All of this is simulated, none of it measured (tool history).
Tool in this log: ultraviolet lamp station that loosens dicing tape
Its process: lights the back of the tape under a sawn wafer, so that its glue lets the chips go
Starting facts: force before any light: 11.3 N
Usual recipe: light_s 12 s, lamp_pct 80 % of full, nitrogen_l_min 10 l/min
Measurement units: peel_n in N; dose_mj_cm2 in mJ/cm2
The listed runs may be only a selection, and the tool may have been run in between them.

run,day,light_s,lamp_pct,nitrogen_l_min,peel_n,dose_mj_cm2
1,0.000,12,80,10,1.520,480
2,0.388,12,80,10,1.502,476
3,1.058,12,80,10,1.563,478
4,1.696,12,80,10,1.565,470
5,2.229,9,80,10,2.540,356
6,2.683,12,80,10,1.616,470
7,3.450,8,80,10,3.100,310
8,3.929,8,80,10,3.037,309
9,4.508,12,80,10,1.643,465
10,5.288,12,80,10,1.678,462
11,5.988,12,80,13,1.362,455
12,6.346,17,80,10,0.773,652
13,7.012,17,80,10,0.779,651
14,7.496,17,80,10,0.800,651

The next listed run, before its measurement:
15,8.233,17,80,10,?,?

{"run 15": {"peel_n": 0.811, "dose_mj_cm2": 640}}
Without the tool's hidden state the same run would have given peel_n 0.589 N, dose_mj_cm2 730 mJ/cm2.
